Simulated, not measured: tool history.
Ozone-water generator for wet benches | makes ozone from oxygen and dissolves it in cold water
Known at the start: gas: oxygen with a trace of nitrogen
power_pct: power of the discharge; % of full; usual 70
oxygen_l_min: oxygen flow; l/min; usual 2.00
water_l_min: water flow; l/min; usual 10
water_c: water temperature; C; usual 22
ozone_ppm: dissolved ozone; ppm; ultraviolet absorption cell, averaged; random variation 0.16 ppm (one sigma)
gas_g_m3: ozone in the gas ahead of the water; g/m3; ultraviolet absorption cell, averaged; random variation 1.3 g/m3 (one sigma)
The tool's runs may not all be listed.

run 1 hour=0.0 | power_pct=70 oxygen_l_min=2.00 water_l_min=10 water_c=22 | ozone_ppm=21.1 gas_g_m3=235.8
run 2 hour=119.8 | power_pct=70 oxygen_l_min=2.00 water_l_min=10 water_c=22 | ozone_ppm=20.9 gas_g_m3=236.7
run 3 hour=214.0 | power_pct=70 oxygen_l_min=2.00 water_l_min=10 water_c=22 | ozone_ppm=20.8 gas_g_m3=236.2
run 4 hour=299.2 | power_pct=70 oxygen_l_min=2.00 water_l_min=10 water_c=22 | ozone_ppm=20.8 gas_g_m3=236.6
run 5 hour=373.9 | power_pct=70 oxygen_l_min=2.00 water_l_min=10 water_c=22 | ozone_ppm=21.1 gas_g_m3=236.7
run 6 hour=436.3 | power_pct=70 oxygen_l_min=2.00 water_l_min=10 water_c=22 | ozone_ppm=20.9 gas_g_m3=236.5
run 7 hour=491.7 | power_pct=70 oxygen_l_min=2.00 water_l_min=10 water_c=22 | ozone_ppm=20.8 gas_g_m3=236.3
run 8 hour=605.5 | power_pct=80 oxygen_l_min=2.55 water_l_min=10 water_c=22 | ozone_ppm=22.9 gas_g_m3=227.0
run 9 hour=690.5 | power_pct=70 oxygen_l_min=3.54 water_l_min=10 water_c=15 | ozone_ppm=22.8 gas_g_m3=169.2
run 10 hour=765.2 | power_pct=45 oxygen_l_min=1.42 water_l_min=10 water_c=22 | ozone_ppm=14.4 gas_g_m3=201.8
run 11 hour=881.9 | power_pct=45 oxygen_l_min=1.42 water_l_min=10 water_c=22 | ozone_ppm=14.3 gas_g_m3=203.0

Forecast each of these 5 alternatives for the next run:
run A hour=1008.5 | power_pct=88 oxygen_l_min=2.00 water_l_min=10 water_c=22 | ozone_ppm=? gas_g_m3=?
run B hour=1008.5 | power_pct=70 oxygen_l_min=3.33 water_l_min=10 water_c=22 | ozone_ppm=? gas_g_m3=?
run C hour=1008.5 | power_pct=48 oxygen_l_min=2.00 water_l_min=10 water_c=22 | ozone_ppm=? gas_g_m3=?
run D hour=1008.5 | power_pct=99 oxygen_l_min=1.86 water_l_min=7 water_c=22 | ozone_ppm=? gas_g_m3=?
run E hour=1008.5 | power_pct=54 oxygen_l_min=1.42 water_l_min=10 water_c=22 | ozone_ppm=? gas_g_m3=?

run=A ozone_ppm=25.2 gas_g_m3=282.6
run=B ozone_ppm=20.4 gas_g_m3=175.7
run=C ozone_ppm=15.4 gas_g_m3=175.7
run=D ozone_ppm=37.8 gas_g_m3=325.0
run=E ozone_ppm=16.4 gas_g_m3=233.9
Without the tool's hidden state the same runs would have given:
run=A ozone_ppm=25.2 gas_g_m3=282.8
run=B ozone_ppm=20.4 gas_g_m3=175.8
run=C ozone_ppm=15.4 gas_g_m3=175.8
run=D ozone_ppm=37.9 gas_g_m3=325.3
run=E ozone_ppm=16.5 gas_g_m3=234.1
